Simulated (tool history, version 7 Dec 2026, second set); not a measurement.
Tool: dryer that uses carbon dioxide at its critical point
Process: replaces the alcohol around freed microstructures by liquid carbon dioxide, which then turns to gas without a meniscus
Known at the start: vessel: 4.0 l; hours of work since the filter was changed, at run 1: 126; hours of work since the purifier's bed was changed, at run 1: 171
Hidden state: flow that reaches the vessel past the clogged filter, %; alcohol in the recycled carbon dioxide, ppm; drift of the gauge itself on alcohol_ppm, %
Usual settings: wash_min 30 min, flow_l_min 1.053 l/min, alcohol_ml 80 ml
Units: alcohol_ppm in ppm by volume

| run | day | wash_min | flow_l_min | alcohol_ml | hours of work since the filter was changed | hours of work since the purifier's bed was changed | alcohol_ppm |
|---|---|---|---|---|---|---|---|
| 1 | 0.000 | 30 | 1.053 | 80 | 126 | 171 | 126 |
| 2 | 0.446 | 30 | 1.053 | 80 | 130 | 175 | 125 |
| 3 | 0.846 | 30 | 1.053 | 80 | 133 | 178 | 121 |
| 4 | 1.383 | 30 | 1.053 | 80 | 138 | 183 | 117 |
| 5 | 1.700 | 30 | 1.053 | 80 | 140 | 185 | 137 |
| 6 | 1.942 | 25 | 0.920 | 80 | 142 | 187 | 364 |
| 7 | 2.396 | 30 | 1.170 | 33 | 146 | 191 | 78 |
| 8 | 2.812 | 33 | 0.700 | 33 | 150 | 195 | 193 |
| 9 | 3.342 | 25 | 0.810 | 33 | 154 | 199 | 278 |
| 10 | 3.733 | 25 | 0.810 | 38 | 158 | 203 | 317 |

5 ways to go on from here, each from the tool as it stands after run 10. What would each give?
| A | 4.158 | 30 | 1.053 | 43 | 161 | 206 | ? |
| B | 4.158 | 27 | 1.120 | 88 | 161 | 206 | ? |
| C | 4.158 | 25 | 1.410 | 38 | 161 | 206 | ? |
| D | 4.158 | 22 | 1.310 | 29 | 161 | 206 | ? |
| E | 4.158 | 20 | 1.020 | 53 | 161 | 206 | ? |

| run | alcohol_ppm |
|---|---|
| A | 100 |
| B | 163 |
| C | 79 |
| D | 96 |
| E | 392 |
Without the tool's hidden state the same runs would have given:
| run | alcohol_ppm |
|---|---|
| A | 34 |
| B | 88 |
| C | 14 |
| D | 29 |
| E | 306 |
